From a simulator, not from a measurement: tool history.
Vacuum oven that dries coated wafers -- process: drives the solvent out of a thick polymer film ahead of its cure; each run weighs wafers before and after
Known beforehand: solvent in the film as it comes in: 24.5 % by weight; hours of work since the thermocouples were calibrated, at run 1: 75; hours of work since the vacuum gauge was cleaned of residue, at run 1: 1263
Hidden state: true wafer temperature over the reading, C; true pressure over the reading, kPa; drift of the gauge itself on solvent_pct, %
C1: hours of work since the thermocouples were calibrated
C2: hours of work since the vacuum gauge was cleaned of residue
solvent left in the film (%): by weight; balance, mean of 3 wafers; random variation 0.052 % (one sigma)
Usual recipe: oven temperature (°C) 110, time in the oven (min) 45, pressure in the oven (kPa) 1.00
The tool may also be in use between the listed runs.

{"run": 1, "hour": 0.0, "oven temperature (°C)": 110, "time in the oven (min)": 45, "pressure in the oven (kPa)": 1.0, "C1": 75, "C2": 1263, "solvent left in the film (%)": 3.99}
{"run": 2, "hour": 129.2, "oven temperature (°C)": 110, "time in the oven (min)": 45, "pressure in the oven (kPa)": 1.0, "C1": 152, "C2": 1341, "solvent left in the film (%)": 3.88}
{"run": 3, "hour": 223.4, "oven temperature (°C)": 110, "time in the oven (min)": 45, "pressure in the oven (kPa)": 1.0, "C1": 209, "C2": 1398, "solvent left in the film (%)": 3.82}
{"run": 4, "hour": 275.7, "oven temperature (°C)": 110, "time in the oven (min)": 45, "pressure in the oven (kPa)": 1.0, "C1": 240, "C2": 1429, "solvent left in the film (%)": 3.76}
{"run": 5, "hour": 376.5, "oven temperature (°C)": 110, "time in the oven (min)": 45, "pressure in the oven (kPa)": 1.0, "C1": 301, "C2": 1490, "solvent left in the film (%)": 3.73}
{"run": 6, "hour": 437.5, "oven temperature (°C)": 110, "time in the oven (min)": 45, "pressure in the oven (kPa)": 1.0, "C1": 338, "C2": 1526, "solvent left in the film (%)": 3.81}
{"run": 7, "hour": 526.9, "oven temperature (°C)": 110, "time in the oven (min)": 45, "pressure in the oven (kPa)": 1.0, "C1": 391, "C2": 1580, "solvent left in the film (%)": 3.74}
{"run": 8, "hour": 625.3, "oven temperature (°C)": 110, "time in the oven (min)": 45, "pressure in the oven (kPa)": 1.0, "C1": 450, "C2": 1639, "solvent left in the film (%)": 3.75}
{"run": 9, "hour": 687.3, "oven temperature (°C)": 110, "time in the oven (min)": 45, "pressure in the oven (kPa)": 1.0, "C1": 488, "C2": 1676, "solvent left in the film (%)": 3.81}
{"run": 10, "hour": 800.7, "oven temperature (°C)": 110, "time in the oven (min)": 45, "pressure in the oven (kPa)": 1.0, "C1": 556, "C2": 1744, "solvent left in the film (%)": 3.75}
{"run": 11, "hour": 923.8, "oven temperature (°C)": 112, "time in the oven (min)": 68, "pressure in the oven (kPa)": 1.02, "C1": 630, "C2": 1818, "solvent left in the film (%)": 1.36}
{"run": 12, "hour": 1033.5, "oven temperature (°C)": 110, "time in the oven (min)": 45, "pressure in the oven (kPa)": 2.38, "C1": 695, "C2": 1884, "solvent left in the film (%)": 4.18}
{"hour": 1046.7, "done": "vacuum gauge cleaned of residue and calibrated"}
{"run": 13, "hour": 1099.5, "oven temperature (°C)": 97, "time in the oven (min)": 30, "pressure in the oven (kPa)": 1.99, "C1": 734, "C2": 32, "solvent left in the film (%)": 12.28}
{"run": 14, "hour": 1205.6, "oven temperature (°C)": 110, "time in the oven (min)": 61, "pressure in the oven (kPa)": 2.88, "C1": 798, "C2": 95, "solvent left in the film (%)": 3.2}
{"run": 15, "hour": 1278.7, "oven temperature (°C)": 110, "time in the oven (min)": 61, "pressure in the oven (kPa)": 2.88, "C1": 842, "C2": 139, "solvent left in the film (%)": 3.17}
{"run": 16, "hour": 1402.5, "oven temperature (°C)": 121, "time in the oven (min)": 45, "pressure in the oven (kPa)": 1.0, "C1": 916, "C2": 214, "solvent left in the film (%)": 1.1}
{"hour": 1419.0, "done": "vacuum gauge cleaned of residue and calibrated, once more"}
{"run": 17, "hour": 1478.9, "oven temperature (°C)": 116, "time in the oven (min)": 45, "pressure in the oven (kPa)": 2.66, "C1": 961, "C2": 36, "solvent left in the film (%)": 2.31}
{"run": 18, "hour": 1605.9, "oven temperature (°C)": 116, "time in the oven (min)": 45, "pressure in the oven (kPa)": 2.66, "C1": 1037, "C2": 112, "solvent left in the film (%)": 2.29}

Describe how what the log doesn't record of the tool's condition differs between the last listed run preceding each entry between runs and the first listed run following it.
From run 12 to run 13: vacuum gauge cleaned of residue and calibrated (hour 1046.7)
  true wafer temperature over the reading, C: 1.41 -> 1.49; true pressure over the reading, kPa: 0.458 -> 0.708
  what was measured, less what the result would be without the hidden state, solvent left in the film (%): -0.31 -> -0.30
From run 16 to run 17: vacuum gauge cleaned of residue and calibrated, once more (hour 1419.0)
  true wafer temperature over the reading, C: 1.84 -> 1.93; true pressure over the reading, kPa: 0.752 -> 0.015
  what was measured, less what the result would be without the hidden state, solvent left in the film (%): +0.02 -> -0.46

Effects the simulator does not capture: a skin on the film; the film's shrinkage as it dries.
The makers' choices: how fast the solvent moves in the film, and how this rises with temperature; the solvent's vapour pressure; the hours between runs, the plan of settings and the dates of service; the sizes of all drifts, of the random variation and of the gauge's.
